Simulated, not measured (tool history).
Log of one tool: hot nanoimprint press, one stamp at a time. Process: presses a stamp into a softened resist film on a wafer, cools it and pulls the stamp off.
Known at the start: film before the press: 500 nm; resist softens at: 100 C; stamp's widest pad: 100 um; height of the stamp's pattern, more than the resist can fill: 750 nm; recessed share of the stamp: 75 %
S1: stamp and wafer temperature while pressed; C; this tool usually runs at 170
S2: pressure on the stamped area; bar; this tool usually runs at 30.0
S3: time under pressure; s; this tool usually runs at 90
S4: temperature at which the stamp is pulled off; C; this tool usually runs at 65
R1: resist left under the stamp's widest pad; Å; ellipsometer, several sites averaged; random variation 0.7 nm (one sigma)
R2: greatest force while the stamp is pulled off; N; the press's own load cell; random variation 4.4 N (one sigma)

{"run": 1, "day": 0.0, "S1": 170, "S2": 30.0, "S3": 90, "S4": 65, "R1": 2309, "R2": 265}
{"run": 2, "day": 0.496, "S1": 170, "S2": 30.0, "S3": 90, "S4": 65, "R1": 2305, "R2": 266}
{"run": 3, "day": 0.983, "S1": 170, "S2": 30.0, "S3": 90, "S4": 65, "R1": 2311, "R2": 279}
{"run": 4, "day": 1.479, "S1": 170, "S2": 30.0, "S3": 90, "S4": 65, "R1": 2296, "R2": 273}
{"run": 5, "day": 1.871, "S1": 170, "S2": 30.0, "S3": 90, "S4": 53, "R1": 2315, "R2": 324}
{"run": 6, "day": 2.429, "S1": 170, "S2": 30.0, "S3": 90, "S4": 53, "R1": 2321, "R2": 343}
{"run": 7, "day": 2.733, "S1": 170, "S2": 30.0, "S3": 90, "S4": 53, "R1": 2321, "R2": 336}
{"run": 8, "day": 3.354, "S1": 170, "S2": 30.0, "S3": 90, "S4": 53, "R1": 2321, "R2": 359}
{"run": 9, "day": 3.688, "S1": 170, "S2": 30.0, "S3": 90, "S4": 65, "R1": 2326, "R2": 290}
{"run": 10, "day": 4.021, "S1": 170, "S2": 30.0, "S3": 90, "S4": 64, "R1": 2322, "R2": 289}
{"run": 11, "day": 4.475, "S1": 170, "S2": 30.0, "S3": 90, "S4": 65, "R1": 2340, "R2": 279}
{"run": 12, "day": 5.092, "S1": 170, "S2": 30.0, "S3": 90, "S4": 65, "R1": 2321, "R2": 295}
{"run": 13, "day": 5.521, "S1": 170, "S2": 30.0, "S3": 90, "S4": 65, "R1": 2323, "R2": 298}
{"run": 14, "day": 6.133, "S1": 170, "S2": 30.0, "S3": 90, "S4": 65, "R1": 2317, "R2": 297}
{"run": 15, "day": 6.767, "S1": 170, "S2": 30.0, "S3": 90, "S4": 65, "R1": 2342, "R2": 293}
{"run": 16, "day": 7.267, "S1": 170, "S2": 34.2, "S3": 90, "S4": 65, "R1": 2196, "R2": 314}
{"run": 17, "day": 7.783, "S1": 170, "S2": 38.4, "S3": 46, "S4": 65, "R1": 2659, "R2": 307}
{"day": 8.179, "done": "plate thermocouple calibrated"}
{"run": 18, "day": 8.288, "S1": 165, "S2": 19.0, "S3": 90, "S4": 70, "R1": 3363, "R2": 276}
{"run": 19, "day": 8.658, "S1": 165, "S2": 19.0, "S3": 90, "S4": 70, "R1": 3328, "R2": 288}
{"day": 9.188, "done": "stamp cleaned and given a new release coat"}
{"run": 20, "day": 9.554, "S1": 165, "S2": 19.0, "S3": 58, "S4": 51, "R1": 3708, "R2": 279}
{"run": 21, "day": 10.171, "S1": 170, "S2": 38.3, "S3": 85, "S4": 65, "R1": 2065, "R2": 219}
{"run": 22, "day": 10.629, "S1": 170, "S2": 38.3, "S3": 85, "S4": 65, "R1": 2079, "R2": 220}
{"run": 23, "day": 10.892, "S1": 169, "S2": 38.3, "S3": 85, "S4": 63, "R1": 2175, "R2": 219}
{"run": 24, "day": 11.3, "S1": 169, "S2": 20.4, "S3": 85, "S4": 64, "R1": 2845, "R2": 229}
{"run": 25, "day": 11.579, "S1": 169, "S2": 20.4, "S3": 85, "S4": 64, "R1": 2852, "R2": 230}
{"run": 26, "day": 12.15, "S1": 160, "S2": 40.0, "S3": 85, "S4": 64, "R1": 3218, "R2": 241}
{"run": 27, "day": 12.467, "S1": 170, "S2": 37.1, "S3": 140, "S4": 63, "R1": 1735, "R2": 239}
{"run": 28, "day": 12.988, "S1": 170, "S2": 22.5, "S3": 90, "S4": 58, "R1": 2580, "R2": 264}
{"run": 29, "day": 13.592, "S1": 163, "S2": 41.0, "S3": 173, "S4": 55, "R1": 2180, "R2": 271}

For some of the steps in R1 from one run to the next: how much would appear even if the tool had no hidden state, given the settings, what came in and random variation, and how much remains for the hidden state plus any gauge scatter that the measured result and the result without hidden state don't share?
What the log doesn't record here: true temperature over the reading, C; pressure that arrives at the usual setting, %; grip of the stamp's worn release coat, % over a new coat's; drift of the gauge itself on residual_nm, %; drift of the gauge itself on pull_off_n, %.
Run 17 -> 18: S1 170 -> 165, S2 38.4 -> 19.0, S3 46 -> 90, S4 65 -> 70, plate thermocouple calibrated. R1 +704 Å: hidden state -87, all else +791.
Run 20 -> 21: S1 165 -> 170, S2 19.0 -> 38.3, S3 58 -> 85, S4 51 -> 65. R1 -1643 Å: hidden state +10, all else -1653.
Run 25 -> 26: S1 169 -> 160, S2 20.4 -> 40.0. R1 +366 Å: hidden state +15, all else +351.
Run 26 -> 27: S1 160 -> 170, S2 40.0 -> 37.1, S3 85 -> 140, S4 64 -> 63. R1 -1483 Å: hidden state -10, all else -1473.
